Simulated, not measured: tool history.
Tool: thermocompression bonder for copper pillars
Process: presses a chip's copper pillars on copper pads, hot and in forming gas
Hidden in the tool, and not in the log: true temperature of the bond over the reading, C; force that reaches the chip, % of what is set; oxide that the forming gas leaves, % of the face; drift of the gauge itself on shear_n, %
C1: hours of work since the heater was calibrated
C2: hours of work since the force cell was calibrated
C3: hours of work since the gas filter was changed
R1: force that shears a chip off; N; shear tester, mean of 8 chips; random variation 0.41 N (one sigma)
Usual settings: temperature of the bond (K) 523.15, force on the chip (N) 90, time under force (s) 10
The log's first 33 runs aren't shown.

Run 34, hour 724: usual settings but temperature of the bond (K) 507.15, force on the chip (N) 66, time under force (s) 9; C1 1117; C2 1178; C3 49. Result: R1 52.1 N.
Run 35, hour 751.5: usual settings but temperature of the bond (K) 505.15, force on the chip (N) 72, time under force (s) 7; C1 1139; C2 1200; C3 71. Result: R1 49.3 N.
Run 36, hour 766.9: usual settings but temperature of the bond (K) 537.15, force on the chip (N) 67; C1 1151; C2 1213; C3 83. Result: R1 69.3 N.
Run 37, hour 794.3: usual settings but temperature of the bond (K) 537.15, force on the chip (N) 67; C1 1173; C2 1234; C3 105. Result: R1 68.9 N.
Run 38, hour 809.2: usual settings but temperature of the bond (K) 543.15, force on the chip (N) 91, time under force (s) 14; C1 1185; C2 1246; C3 117. Result: R1 82.4 N.
Run 39, hour 830.9: usual settings but temperature of the bond (K) 543.15, force on the chip (N) 91, time under force (s) 14; C1 1202; C2 1264; C3 134. Result: R1 81.8 N.
Run 40, hour 858.4: usual settings but force on the chip (N) 63, time under force (s) 6; C1 1224; C2 1286; C3 156. Result: R1 52.3 N.
Run 41, hour 882.3: usual settings but temperature of the bond (K) 538.15, force on the chip (N) 110, time under force (s) 6; C1 1243; C2 1305; C3 176. Result: R1 72.8 N.

Forecast each of these 3 alternatives for the next run:
Run A, hour 902: usual settings but force on the chip (N) 87, time under force (s) 7; C1 1259; C2 1320; C3 191. Result: R1 ?.
Run B, hour 902: usual settings but temperature of the bond (K) 514.15, force on the chip (N) 68, time under force (s) 29; C1 1259; C2 1320; C3 191. Result: R1 ?.
Run C, hour 902: usual settings but temperature of the bond (K) 538.15, force on the chip (N) 85, time under force (s) 5; C1 1259; C2 1320; C3 191. Result: R1 ?.

run    R1
  A  62.4
  B  74.1
  C  63.8
Without the tool's hidden state the same runs would have given:
run    R1
  A    60
  B  72.2
  C  61.6
